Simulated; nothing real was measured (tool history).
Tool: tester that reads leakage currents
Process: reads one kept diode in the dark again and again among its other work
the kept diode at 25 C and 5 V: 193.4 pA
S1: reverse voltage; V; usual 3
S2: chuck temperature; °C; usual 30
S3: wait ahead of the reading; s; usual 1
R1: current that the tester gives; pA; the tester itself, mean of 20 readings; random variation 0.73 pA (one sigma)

run 1 hour=0 | S1=3 S2=30 S3=1 | R1=271.75
run 2 hour=211.9 | S1=3 S2=30 S3=0.41 | R1=275.34
run 3 hour=441 | S1=7.05 S2=30 S3=1 | R1=367.26
-- hour=610 probe card cleaned and baked
run 4 hour=615.3 | S1=7.05 S2=30 S3=1 | R1=352.32
-- hour=768.8 chuck's temperature calibrated
run 5 hour=802.1 | S1=16.31 S2=30 S3=1 | R1=414.17
run 6 hour=981.3 | S1=16.31 S2=30 S3=1 | R1=418.45
run 7 hour=1167.6 | S1=16.31 S2=30 S3=1 | R1=426.05
run 8 hour=1312.6 | S1=3 S2=30 S3=1 | R1=250.96
run 9 hour=1536.1 | S1=3 S2=30 S3=1 | R1=255.81
run 10 hour=1641.7 | S1=3 S2=30 S3=1 | R1=254.42
run 11 hour=1793.8 | S1=3 S2=30 S3=1 | R1=257.61
run 12 hour=2007.9 | S1=2 S2=30 S3=1 | R1=228.91
run 13 hour=2247.6 | S1=2 S2=30 S3=1 | R1=231.02
run 14 hour=2373.2 | S1=2 S2=30 S3=1 | R1=232.61
run 15 hour=2493.3 | S1=2 S2=30 S3=1 | R1=234.08
run 16 hour=2713.1 | S1=2 S2=30 S3=1 | R1=237.11
-- hour=2914.8 probe card cleaned and baked
run 17 hour=2924.2 | S1=3 S2=43 S3=1 | R1=659.86
run 18 hour=3023.3 | S1=3 S2=43 S3=1 | R1=661.72
-- hour=3214.5 chuck's temperature calibrated
run 19 hour=3242.6 | S1=6.84 S2=30 S3=1 | R1=313.35
run 20 hour=3369.1 | S1=3.75 S2=54 S3=4.34 | R1=1357.49
run 21 hour=3609 | S1=3.75 S2=54 S3=4.34 | R1=1365.93
run 22 hour=3761.2 | S1=3 S2=29 S3=1.35 | R1=232.24
run 23 hour=3957.2 | S1=5.12 S2=35 S3=1 | R1=427.65
-- hour=3978.2 tester calibrated
run 24 hour=4056 | S1=1.28 S2=28 S3=0.55 | R1=170.26
run 25 hour=4267.3 | S1=1.28 S2=28 S3=0.55 | R1=172.73
run 26 hour=4381.3 | S1=1.28 S2=28 S3=0.55 | R1=173.89
run 27 hour=4512.8 | S1=1.28 S2=22 S3=0.39 | R1=110.72
run 28 hour=4614.4 | S1=2.76 S2=36 S3=0.66 | R1=394.65
run 29 hour=4779.4 | S1=1.67 S2=29 S3=0.35 | R1=206.62
run 30 hour=4919.2 | S1=1.67 S2=29 S3=0.35 | R1=207.91
run 31 hour=5149.9 | S1=4.2 S2=33 S3=1 | R1=374.06
-- hour=5220.3 probe card cleaned and baked
run 32 hour=5294.7 | S1=1.29 S2=44 S3=1.14 | R1=553.18
run 33 hour=5502.9 | S1=1.74 S2=22 S3=0.97 | R1=124.63
-- hour=5656.5 chuck's temperature calibrated
run 34 hour=5656.5 | S1=1.74 S2=22 S3=0.97 | R1=113.41
run 35 hour=5769.4 | S1=13.01 S2=34 S3=7.15 | R1=515.8
run 36 hour=6006.9 | S1=1.12 S2=30 S3=1.3 | R1=184.76
run 37 hour=6171.6 | S1=3.94 S2=21 S3=7.35 | R1=139.69

3 ways to go on from here, each from the tool as it stands after run 37. What would each give?
run A hour=6386 | S1=3 S2=24 S3=1.04 | R1=?
run B hour=6386 | S1=12.31 S2=30 S3=1.25 | R1=?
run C hour=6386 | S1=6.86 S2=21 S3=7.03 | R1=?

run=A R1=162.75
run=B R1=399.9
run=C R1=170.07
Without the tool's hidden state the same runs would have given:
run=A R1=153.91
run=B R1=372.03
run=C R1=155.67
